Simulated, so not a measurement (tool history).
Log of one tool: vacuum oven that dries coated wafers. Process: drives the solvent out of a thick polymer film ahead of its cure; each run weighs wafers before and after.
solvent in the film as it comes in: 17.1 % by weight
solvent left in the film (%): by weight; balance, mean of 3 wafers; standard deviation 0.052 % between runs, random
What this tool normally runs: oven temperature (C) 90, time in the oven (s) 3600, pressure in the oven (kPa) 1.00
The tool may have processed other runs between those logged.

run 1 hour=0.0 | oven_temperature_(C)=90 time_in_the_oven_(s)=3600 pressure_in_the_oven_(kPa)=1.00 | solvent_left_in_the_film_(%)=1.68
run 2 hour=27.5 | oven_temperature_(C)=90 time_in_the_oven_(s)=3600 pressure_in_the_oven_(kPa)=0.70 | solvent_left_in_the_film_(%)=1.67
run 3 hour=52.0 | oven_temperature_(C)=90 time_in_the_oven_(s)=3600 pressure_in_the_oven_(kPa)=0.70 | solvent_left_in_the_film_(%)=1.74
run 4 hour=83.3 | oven_temperature_(C)=90 time_in_the_oven_(s)=3600 pressure_in_the_oven_(kPa)=0.70 | solvent_left_in_the_film_(%)=1.65
run 5 hour=120.4 | oven_temperature_(C)=90 time_in_the_oven_(s)=3600 pressure_in_the_oven_(kPa)=0.51 | solvent_left_in_the_film_(%)=1.68
run 6 hour=146.0 | oven_temperature_(C)=90 time_in_the_oven_(s)=3600 pressure_in_the_oven_(kPa)=0.51 | solvent_left_in_the_film_(%)=1.64
run 7 hour=167.5 | oven_temperature_(C)=90 time_in_the_oven_(s)=3600 pressure_in_the_oven_(kPa)=0.65 | solvent_left_in_the_film_(%)=1.59
run 8 hour=192.2 | oven_temperature_(C)=90 time_in_the_oven_(s)=3600 pressure_in_the_oven_(kPa)=0.65 | solvent_left_in_the_film_(%)=1.57
run 9 hour=217.7 | oven_temperature_(C)=90 time_in_the_oven_(s)=3600 pressure_in_the_oven_(kPa)=0.65 | solvent_left_in_the_film_(%)=1.76
run 10 hour=250.0 | oven_temperature_(C)=90 time_in_the_oven_(s)=3600 pressure_in_the_oven_(kPa)=0.65 | solvent_left_in_the_film_(%)=1.64
run 11 hour=274.9 | oven_temperature_(C)=90 time_in_the_oven_(s)=3600 pressure_in_the_oven_(kPa)=0.65 | solvent_left_in_the_film_(%)=1.67
run 12 hour=298.9 | oven_temperature_(C)=90 time_in_the_oven_(s)=3060 pressure_in_the_oven_(kPa)=0.65 | solvent_left_in_the_film_(%)=2.22
run 13 hour=331.8 | oven_temperature_(C)=90 time_in_the_oven_(s)=3600 pressure_in_the_oven_(kPa)=1.00 | solvent_left_in_the_film_(%)=1.89
run 14 hour=359.3 | oven_temperature_(C)=90 time_in_the_oven_(s)=3420 pressure_in_the_oven_(kPa)=1.00 | solvent_left_in_the_film_(%)=2.01
run 15 hour=390.7 | oven_temperature_(C)=90 time_in_the_oven_(s)=2100 pressure_in_the_oven_(kPa)=1.00 | solvent_left_in_the_film_(%)=4.05
run 16 hour=407.1 | oven_temperature_(C)=86 time_in_the_oven_(s)=5820 pressure_in_the_oven_(kPa)=0.80 | solvent_left_in_the_film_(%)=1.27
run 17 hour=443.5 | oven_temperature_(C)=96 time_in_the_oven_(s)=5820 pressure_in_the_oven_(kPa)=0.80 | solvent_left_in_the_film_(%)=0.32
run 18 hour=459.5 | oven_temperature_(C)=77 time_in_the_oven_(s)=4980 pressure_in_the_oven_(kPa)=0.80 | solvent_left_in_the_film_(%)=4.28
run 19 hour=479.8 | oven_temperature_(C)=99 time_in_the_oven_(s)=3600 pressure_in_the_oven_(kPa)=0.76 | solvent_left_in_the_film_(%)=0.53
run 20 hour=495.6 | oven_temperature_(C)=99 time_in_the_oven_(s)=3600 pressure_in_the_oven_(kPa)=0.76 | solvent_left_in_the_film_(%)=0.59
run 21 hour=522.7 | oven_temperature_(C)=101 time_in_the_oven_(s)=4800 pressure_in_the_oven_(kPa)=0.62 | solvent_left_in_the_film_(%)=0.20
run 22 hour=551.8 | oven_temperature_(C)=101 time_in_the_oven_(s)=4800 pressure_in_the_oven_(kPa)=0.62 | solvent_left_in_the_film_(%)=0.20
run 23 hour=577.0 | oven_temperature_(C)=90 time_in_the_oven_(s)=3120 pressure_in_the_oven_(kPa)=1.00 | solvent_left_in_the_film_(%)=2.44
run 24 hour=606.8 | oven_temperature_(C)=100 time_in_the_oven_(s)=3120 pressure_in_the_oven_(kPa)=1.47 | solvent_left_in_the_film_(%)=0.84
run 25 hour=639.2 | oven_temperature_(C)=100 time_in_the_oven_(s)=3120 pressure_in_the_oven_(kPa)=1.47 | solvent_left_in_the_film_(%)=0.86

Run 26 is up next; what results do you expect?
run 26 hour=665.7 | oven_temperature_(C)=100 time_in_the_oven_(s)=3120 pressure_in_the_oven_(kPa)=0.80 | solvent_left_in_the_film_(%)=?

solvent left in the film (%): 0.66
Were there no unlogged condition in the tool, this run, its random variation unchanged, would have produced solvent left in the film (%) 0.46.

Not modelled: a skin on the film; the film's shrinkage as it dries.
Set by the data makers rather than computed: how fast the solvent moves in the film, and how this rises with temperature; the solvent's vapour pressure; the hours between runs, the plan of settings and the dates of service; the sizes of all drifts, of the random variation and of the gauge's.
